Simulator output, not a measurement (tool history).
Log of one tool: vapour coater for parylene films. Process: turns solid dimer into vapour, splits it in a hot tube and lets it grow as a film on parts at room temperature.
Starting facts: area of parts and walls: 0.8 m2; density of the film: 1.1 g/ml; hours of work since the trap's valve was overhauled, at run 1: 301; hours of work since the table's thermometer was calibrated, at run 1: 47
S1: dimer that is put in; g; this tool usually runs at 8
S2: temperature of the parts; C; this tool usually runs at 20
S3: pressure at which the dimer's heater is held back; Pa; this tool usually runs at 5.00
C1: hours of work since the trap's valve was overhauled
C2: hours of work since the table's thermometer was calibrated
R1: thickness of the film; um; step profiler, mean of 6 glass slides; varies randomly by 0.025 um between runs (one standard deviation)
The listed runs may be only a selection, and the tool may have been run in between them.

Run 1, hour 0.0: usual settings; C1 301; C2 47. Result: R1 5.29 um.
Run 2, hour 30.9: usual settings; C1 316; C2 61. Result: R1 5.32 um.
Run 3, hour 66.9: usual settings; C1 333; C2 79. Result: R1 5.26 um.
Run 4, hour 97.7: usual settings; C1 348; C2 93. Result: R1 5.28 um.
Run 5, hour 124.6: usual settings but S1 7 g; C1 361; C2 106. Result: R1 4.60 um.
Run 6, hour 160.2: usual settings but S1 7 g; C1 378; C2 123. Result: R1 4.54 um.
Run 7, hour 191.7: usual settings but S1 7 g; C1 393; C2 139. Result: R1 4.51 um.
At hour 230.1: trap's valve overhauled.
Run 8, hour 230.8: usual settings but S1 7 g; C1 0; C2 155. Result: R1 4.94 um.
Run 9, hour 270.0: usual settings but S1 7 g; C1 19; C2 174. Result: R1 4.93 um.
Run 10, hour 297.7: usual settings but S1 7 g; C1 32; C2 187. Result: R1 4.91 um.
Run 11, hour 330.5: usual settings but S1 7 g; C1 48; C2 203. Result: R1 4.95 um.
Run 12, hour 358.6: usual settings but S1 7 g; C1 62; C2 217. Result: R1 4.86 um.
Run 13, hour 392.0: usual settings; C1 78; C2 233. Result: R1 5.52 um.
Run 14, hour 428.3: usual settings; C1 95; C2 250. Result: R1 5.54 um.
Run 15, hour 454.3: usual settings; C1 107; C2 262. Result: R1 5.55 um.
Run 16, hour 489.9: usual settings; C1 125; C2 280. Result: R1 5.50 um.
Run 17, hour 523.5: usual settings; C1 141; C2 296. Result: R1 5.44 um.
Run 18, hour 557.1: usual settings; C1 157; C2 312. Result: R1 5.44 um.
Run 19, hour 575.7: usual settings; C1 166; C2 321. Result: R1 5.42 um.
Run 20, hour 596.9: usual settings; C1 176; C2 331. Result: R1 5.46 um.
Run 21, hour 628.2: usual settings; C1 191; C2 346. Result: R1 5.42 um.
Run 22, hour 645.0: usual settings; C1 199; C2 354. Result: R1 5.40 um.
Run 23, hour 675.4: usual settings; C1 213; C2 368. Result: R1 5.39 um.
Run 24, hour 704.1: usual settings; C1 227; C2 382. Result: R1 5.39 um.
Run 25, hour 726.3: usual settings but S1 4 g, S2 12 C, S3 2.14 Pa; C1 238; C2 393. Result: R1 3.35 um.
Run 26, hour 749.7: usual settings but S1 4 g, S2 12 C, S3 2.14 Pa; C1 249; C2 404. Result: R1 3.36 um.
Run 27, hour 766.3: usual settings but S1 7 g, S3 2.20 Pa; C1 257; C2 412. Result: R1 5.05 um.
Run 28, hour 783.4: usual settings but S1 7 g, S2 24 C, S3 4.99 Pa; C1 265; C2 420. Result: R1 4.27 um.
Run 29, hour 804.5: usual settings but S1 7 g, S2 24 C, S3 4.99 Pa; C1 275; C2 430. Result: R1 4.29 um.
At hour 807.1: table's thermometer calibrated.
Run 30, hour 823.5: usual settings but S1 13 g, S2 17 C, S3 4.58 Pa; C1 284; C2 8. Result: R1 9.16 um.
Run 31, hour 852.5: usual settings but S1 13 g, S2 19 C, S3 4.00 Pa; C1 298; C2 22. Result: R1 8.91 um.
Run 32, hour 873.2: usual settings but S1 13 g, S2 19 C, S3 8.74 Pa; C1 308; C2 32. Result: R1 8.34 um.
Run 33, hour 902.7: usual settings but S3 7.75 Pa; C1 322; C2 46. Result: R1 5.04 um.
Run 34, hour 934.9: usual settings but S1 12 g, S2 17 C, S3 10.96 Pa; C1 337; C2 61. Result: R1 7.81 um.
Run 35, hour 958.5: usual settings but S1 12 g, S2 16 C, S3 10.96 Pa; C1 349; C2 73. Result: R1 7.79 um.
Run 36, hour 992.1: usual settings but S2 24 C, S3 3.81 Pa; C1 365; C2 89. Result: R1 4.98 um.
At hour 1007.8: table's thermometer calibrated, once more.
Run 37, hour 1016.1: usual settings but S1 11 g, S3 3.28 Pa; C1 376; C2 4. Result: R1 7.45 um.
Run 38, hour 1052.1: usual settings but S1 11 g, S3 3.28 Pa; C1 393; C2 21. Result: R1 7.47 um.
Run 39, hour 1070.9: usual settings but S1 11 g, S3 5.02 Pa; C1 402; C2 30. Result: R1 7.15 um.
At hour 1089.7: trap's valve overhauled.
Run 40, hour 1103.2: usual settings but S1 5 g, S3 3.22 Pa; C1 6; C2 44. Result: R1 3.71 um.
Run 41, hour 1140.8: usual settings but S1 5 g, S2 28 C, S3 3.82 Pa; C1 24; C2 62. Result: R1 3.10 um.
Run 42, hour 1172.1: usual settings but S1 7 g, S2 28 C, S3 2.07 Pa; C1 40; C2 77. Result: R1 4.57 um.
Run 43, hour 1208.0: usual settings but S1 7 g, S2 15 C, S3 6.65 Pa; C1 57; C2 94. Result: R1 5.27 um.
Run 44, hour 1232.1: usual settings but S1 10 g, S2 15 C, S3 11.69 Pa; C1 68; C2 106. Result: R1 7.11 um.
Run 45, hour 1251.5: usual settings but S1 10 g, S2 15 C, S3 11.69 Pa; C1 78; C2 115. Result: R1 7.14 um.
Run 46, hour 1286.5: usual settings but S1 10 g, S2 15 C, S3 11.69 Pa; C1 94; C2 132. Result: R1 7.05 um.
Run 47, hour 1315.3: usual settings but S1 10 g, S2 15 C, S3 11.69 Pa; C1 108; C2 145. Result: R1 7.07 um.

Entry by entry between the runs, the difference in hidden state between the last listed run before and the first listed run after:
Logged between run 7 and run 8: trap's valve overhauled (hour 230.1)
  vapour lost through the trap's worn valve, %: 8.6 -> 0.1; true temperature of the parts over the reading, C: 0.23 -> 0.25
  what was measured, less what the result would be without the hidden state, R1: -0.45 -> -0.03 um
Logged between run 29 and run 30: table's thermometer calibrated (hour 807.1)
  vapour lost through the trap's worn valve, %: 6 -> 6.2; true temperature of the parts over the reading, C: 0.54 -> 0.65
  what was measured, less what the result would be without the hidden state, R1: -0.32 -> -0.73 um
Logged between run 36 and run 37: table's thermometer calibrated, once more (hour 1007.8)
  vapour lost through the trap's worn valve, %: 7.9 -> 8.2; true temperature of the parts over the reading, C: 0.74 -> -0.03
  what was measured, less what the result would be without the hidden state, R1: -0.50 -> -0.65 um
Logged between run 39 and run 40: trap's valve overhauled (hour 1089.7)
  vapour lost through the trap's worn valve, %: 8.8 -> 0.4; true temperature of the parts over the reading, C: 0 -> 0.01
  what was measured, less what the result would be without the hidden state, R1: -0.69 -> -0.01 um
